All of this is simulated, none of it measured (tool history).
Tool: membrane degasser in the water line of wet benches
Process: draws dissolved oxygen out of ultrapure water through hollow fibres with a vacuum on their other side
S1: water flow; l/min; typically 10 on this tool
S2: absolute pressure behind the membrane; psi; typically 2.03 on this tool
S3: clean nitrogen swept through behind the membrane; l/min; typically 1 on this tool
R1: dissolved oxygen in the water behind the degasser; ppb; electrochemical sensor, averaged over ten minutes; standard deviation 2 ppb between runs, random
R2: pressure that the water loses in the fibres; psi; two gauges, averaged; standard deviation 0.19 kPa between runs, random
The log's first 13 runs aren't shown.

run	hour	S1	S2	S3	R1	R2
14	875.1	10	2.03	0.6	453.8	5.899
15	935.5	10	2.03	0.6	450.1	5.835
16	1016.2	10	2.03	1.7	201.2	5.884
17	1093.3	10	2.03	1.7	199.1	5.833
18	1164	12	2.06	1	365.6	7.023
19	1232.6	12	2.06	1	363	7.037
20	1292.5	12	2.06	1	365.6	7.042
21	1369	12	2.06	1	370.1	7.089
22	1440.3	12	2.06	1	369.4	7.062
23	1504	7	3.84	1.61	270.1	4.116
24	1578.3	7	2.02	0.42	428.9	4.164
25	1652.5	10	2.03	1.96	181.4	5.861
26	1704.4	7	1.48	1.96	86.8	4.138
27	1771.1	10	2.03	1.5	221.4	5.918
28	1847.8	10	3.87	1.33	453.7	5.903
29	1927.6	10	3.87	1.33	460.1	5.91
30	2003.3	10	1.54	2.27	129.6	5.899
31	2070.6	9	4.55	0.9	675.9	5.32
32	2147.2	9	4.55	0.9	664.5	5.39

Below are 3 alternative next runs, each starting from the tool's condition after run 32. Predict each:
A	2231.9	13	1.26	1.22	?	?
B	2231.9	13	4.55	0.9	?	?
C	2231.9	9	2.2	0.9	?	?

run	R1	R2
A	219.1	7.704
B	936.7	7.696
C	324.1	5.33
With the hidden condition removed and each run's random variation left untouched, the same runs would have given:
run	R1	R2
A	190	7.346
B	901.8	7.339
C	300	5.082
